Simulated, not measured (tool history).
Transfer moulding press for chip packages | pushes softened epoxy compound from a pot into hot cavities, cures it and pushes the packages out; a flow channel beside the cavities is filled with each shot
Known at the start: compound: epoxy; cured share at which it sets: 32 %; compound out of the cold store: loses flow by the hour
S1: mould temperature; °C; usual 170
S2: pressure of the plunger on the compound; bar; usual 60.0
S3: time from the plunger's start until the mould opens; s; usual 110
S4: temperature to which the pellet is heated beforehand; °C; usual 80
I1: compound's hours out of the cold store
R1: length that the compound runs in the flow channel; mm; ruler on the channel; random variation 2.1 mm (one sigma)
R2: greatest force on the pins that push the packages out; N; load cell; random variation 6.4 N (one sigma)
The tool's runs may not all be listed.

run	hour	S1	S2	S3	S4	I1	R1	R2
1	0.0	170	60.0	110	80	15.9	822	341
2	4.6	170	60.0	110	80	22.7	799	332
3	9.6	170	60.0	110	80	38.2	751	360
4	14.1	170	60.0	110	80	31.9	768	374
5	22.8	170	60.0	110	80	34.0	764	407
6	29.1	170	60.0	110	80	45.0	730	420
7	35.6	170	60.0	110	80	9.9	844	432
8	44.0	170	60.0	110	80	35.9	752	438
9	51.9	170	60.0	110	83	40.5	737	459
10	57.7	170	60.0	110	83	29.0	777	459
# hour 64.3: cavities cleaned with cleaning compound and waxed
11	65.6	170	60.0	110	83	14.3	826	254
12	73.8	170	60.0	128	80	40.3	737	280
13	77.9	169	60.0	128	80	27.4	780	294
14	83.9	169	60.0	128	80	12.4	833	305
15	91.2	170	60.0	135	80	10.5	833	352
16	98.6	170	69.6	120	81	31.4	824	369
17	102.5	170	60.0	126	76	23.6	789	358
18	106.4	170	63.0	110	80	39.8	759	380
19	114.6	165	60.0	124	80	18.0	827	429
20	120.1	167	60.0	124	80	9.4	847	421
21	126.9	174	60.9	110	70	41.9	723	426
22	134.3	170	57.1	110	80	22.2	770	465
23	138.4	169	60.0	93	80	23.3	788	579
24	143.4	169	50.2	93	76	46.8	659	557
# hour 145.4: cavities cleaned with cleaning compound and waxed
25	153.2	170	68.0	128	80	43.6	770	278
26	160.3	170	68.0	128	80	29.1	818	313
27	164.9	172	51.4	127	78	27.9	707	317
28	170.1	167	60.0	144	85	17.0	816	346
29	178.9	171	60.0	105	85	42.7	722	383
30	185.9	169	60.0	122	80	19.3	801	391

Forecast each of these 3 alternatives for the next run:
A	193.2	165	67.7	122	80	38.8	?	?
B	193.2	173	59.0	122	88	29.6	?	?
C	193.2	170	60.0	106	77	32.5	?	?

run	R1	R2
A	797	438
B	745	406
C	757	443
Without the tool's hidden state the same runs would have given:
run	R1	R2
A	823	271
B	769	246
C	782	274
